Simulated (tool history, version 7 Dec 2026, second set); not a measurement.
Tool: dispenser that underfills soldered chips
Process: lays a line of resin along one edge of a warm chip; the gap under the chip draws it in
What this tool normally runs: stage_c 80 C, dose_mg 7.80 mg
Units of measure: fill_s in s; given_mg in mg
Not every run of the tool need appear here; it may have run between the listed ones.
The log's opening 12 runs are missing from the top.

run    day  stage_c  dose_mg  hours of work since the syringe was changed  hours of work since the valve was cleaned  hours of work since the stage was calibrated  fill_s  given_mg
 13  3.704       80     6.98                                            7                                         46                                           232   166.3      6.68
     3.742  -- new syringe of resin
 14  4.004       67     7.80                                            5                                         51                                           237   278.9      7.54
     4.158  -- new syringe of resin
 15  4.271       67     7.80                                            2                                         55                                           242   256.0      7.37
 16  4.508       67     7.80                                            6                                         60                                           246   295.1      7.42
     4.575  -- new syringe of resin
 17  4.833       80     9.18                                            5                                         65                                           252   146.7      8.63
     4.983  -- new syringe of resin
 18  5.125       85     7.16                                            3                                         70                                           257   109.1      6.71
 19  5.367       85     7.16                                            7                                         75                                           261   129.3      6.65
     5.417  -- new syringe of resin
 20  5.608       87     7.62                                            3                                         79                                           265   102.4      7.21
     5.829  -- new syringe of resin
 21  5.854       83     7.41                                            0                                         83                                           269   113.8      6.83
     6.258  -- new syringe of resin
 22  6.258       93     7.34                                            0                                         90                                           277    70.0      6.73
 23  6.479       93     7.34                                            4                                         94                                           281    81.3      6.62
     6.675  -- new syringe of resin
 24  6.750       93     7.34                                            1                                         99                                           285    74.2      6.67
 25  6.983       93     7.34                                            6                                        103                                           289    86.4      6.66
     7.104  -- new syringe of resin
 26  7.338       93     7.34                                            4                                        109                                           296    83.6      6.54
     7.517  -- new syringe of resin
 27  7.712       93     7.34                                            4                                        116                                           302    79.8      6.55
     7.929  -- new syringe of resin
 28  8.092       89     7.58                                            3                                        122                                           309    92.8      6.73
     8.371  -- new syringe of resin
 29  8.388       89     7.58                                            0                                        127                                           314    83.4      6.77
 30  8.642       87     8.23                                            5                                        132                                           318   105.8      7.27
     8.779  -- new syringe of resin
 31  9.000       90     7.19                                            4                                        138                                           325    95.2      6.14
     9.192  -- new syringe of resin
     9.292  -- dispensing valve cleaned and set on the balance
 32  9.304       77     8.24                                            1                                          0                                           329   145.5      8.33
 33  9.517       68     7.86                                            5                                          4                                           333   268.1      7.77
     9.650  -- new syringe of resin
 34  9.754       67     6.64                                            2                                          8                                           337   252.0      6.57

Branching from run 34: 4 alternative next runs. What would each branch give?
  A  10.038       73     9.50                                            7                                         13                                           342       ?         ?
  B  10.038       89     7.80                                            7                                         13                                           342       ?         ?
  C  10.038       82     8.48                                            7                                         13                                           342       ?         ?
  D  10.038       67     8.11                                            7                                         13                                           342       ?         ?

run  fill_s  given_mg
  A   215.3      9.37
  B   103.9      7.64
  C   139.2      8.38
  D   296.6      8.05
Stripped of hidden state, with their random variation kept, the same runs would have yielded:
run  fill_s  given_mg
  A   172.0      9.47
  B    82.5      7.73
  C   110.7      8.47
  D   237.0      8.14

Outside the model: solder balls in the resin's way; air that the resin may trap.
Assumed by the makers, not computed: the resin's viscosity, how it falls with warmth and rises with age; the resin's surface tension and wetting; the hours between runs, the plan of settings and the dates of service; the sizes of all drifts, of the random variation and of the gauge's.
